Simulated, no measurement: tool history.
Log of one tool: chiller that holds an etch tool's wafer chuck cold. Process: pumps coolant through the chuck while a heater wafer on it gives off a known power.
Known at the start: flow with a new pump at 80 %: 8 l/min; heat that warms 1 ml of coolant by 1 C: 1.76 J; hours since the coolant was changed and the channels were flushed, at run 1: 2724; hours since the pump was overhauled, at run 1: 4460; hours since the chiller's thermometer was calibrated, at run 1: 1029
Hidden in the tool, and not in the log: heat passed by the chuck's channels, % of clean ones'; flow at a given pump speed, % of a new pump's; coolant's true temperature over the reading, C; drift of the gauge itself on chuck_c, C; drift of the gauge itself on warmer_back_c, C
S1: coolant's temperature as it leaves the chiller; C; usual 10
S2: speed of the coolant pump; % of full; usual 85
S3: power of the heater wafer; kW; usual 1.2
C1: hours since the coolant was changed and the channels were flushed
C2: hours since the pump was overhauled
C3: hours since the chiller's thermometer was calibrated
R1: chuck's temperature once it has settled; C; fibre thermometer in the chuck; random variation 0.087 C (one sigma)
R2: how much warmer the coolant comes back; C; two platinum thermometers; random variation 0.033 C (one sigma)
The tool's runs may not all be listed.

{"run": 1, "hour": 0.0, "S1": 10, "S2": 85, "S3": 1.2, "C1": 2724, "C2": 4460, "C3": 1029, "R1": 18.46, "R2": 4.75}
{"run": 2, "hour": 102.0, "S1": 10, "S2": 85, "S3": 1.2, "C1": 2826, "C2": 4562, "C3": 1131, "R1": 18.56, "R2": 4.8}
{"run": 3, "hour": 208.2, "S1": 10, "S2": 85, "S3": 1.2, "C1": 2932, "C2": 4668, "C3": 1237, "R1": 18.46, "R2": 4.78}
{"run": 4, "hour": 289.9, "S1": 10, "S2": 85, "S3": 1.2, "C1": 3014, "C2": 4750, "C3": 1319, "R1": 18.63, "R2": 4.79}
{"run": 5, "hour": 396.6, "S1": 10, "S2": 85, "S3": 1.2, "C1": 3121, "C2": 4856, "C3": 1426, "R1": 18.55, "R2": 4.79}
{"run": 6, "hour": 499.6, "S1": 10, "S2": 85, "S3": 1.2, "C1": 3223, "C2": 4959, "C3": 1529, "R1": 18.67, "R2": 4.76}
{"run": 7, "hour": 605.4, "S1": 10, "S2": 85, "S3": 1.2, "C1": 3329, "C2": 5065, "C3": 1635, "R1": 18.65, "R2": 4.78}
{"run": 8, "hour": 669.7, "S1": 10, "S2": 85, "S3": 1.2, "C1": 3394, "C2": 5130, "C3": 1699, "R1": 18.64, "R2": 4.76}
{"run": 9, "hour": 764.3, "S1": 10, "S2": 85, "S3": 1.2, "C1": 3488, "C2": 5224, "C3": 1794, "R1": 18.56, "R2": 4.8}
{"run": 10, "hour": 858.7, "S1": 5, "S2": 91, "S3": 1.004, "C1": 3583, "C2": 5319, "C3": 1888, "R1": 11.76, "R2": 3.72}
{"run": 11, "hour": 955.9, "S1": 7, "S2": 71, "S3": 1.004, "C1": 3680, "C2": 5416, "C3": 1985, "R1": 15.32, "R2": 4.93}
{"run": 12, "hour": 1004.0, "S1": 9, "S2": 85, "S3": 1.112, "C1": 3728, "C2": 5464, "C3": 2033, "R1": 17.02, "R2": 4.46}

4 ways to go on from here, each from the tool as it stands after run 12. What would each give?
{"run": "A", "hour": 1104.6, "S1": 10, "S2": 85, "S3": 1.194, "C1": 3829, "C2": 5564, "C3": 2134, "R1": "?", "R2": "?"}
{"run": "B", "hour": 1104.6, "S1": 10, "S2": 89, "S3": 1.031, "C1": 3829, "C2": 5564, "C3": 2134, "R1": "?", "R2": "?"}
{"run": "C", "hour": 1104.6, "S1": 10, "S2": 99, "S3": 0.875, "C1": 3829, "C2": 5564, "C3": 2134, "R1": "?", "R2": "?"}
{"run": "D", "hour": 1104.6, "S1": 10, "S2": 85, "S3": 0.759, "C1": 3829, "C2": 5564, "C3": 2134, "R1": "?", "R2": "?"}

run=A R1=18.52 R2=4.79
run=B R1=17.03 R2=3.92
run=C R1=15.49 R2=2.99
run=D R1=15.6 R2=3.04
Without the tool's hidden state the same runs would have given:
run=A R1=18.51 R2=4.78
run=B R1=17.03 R2=3.92
run=C R1=15.49 R2=2.99
run=D R1=15.6 R2=3.04
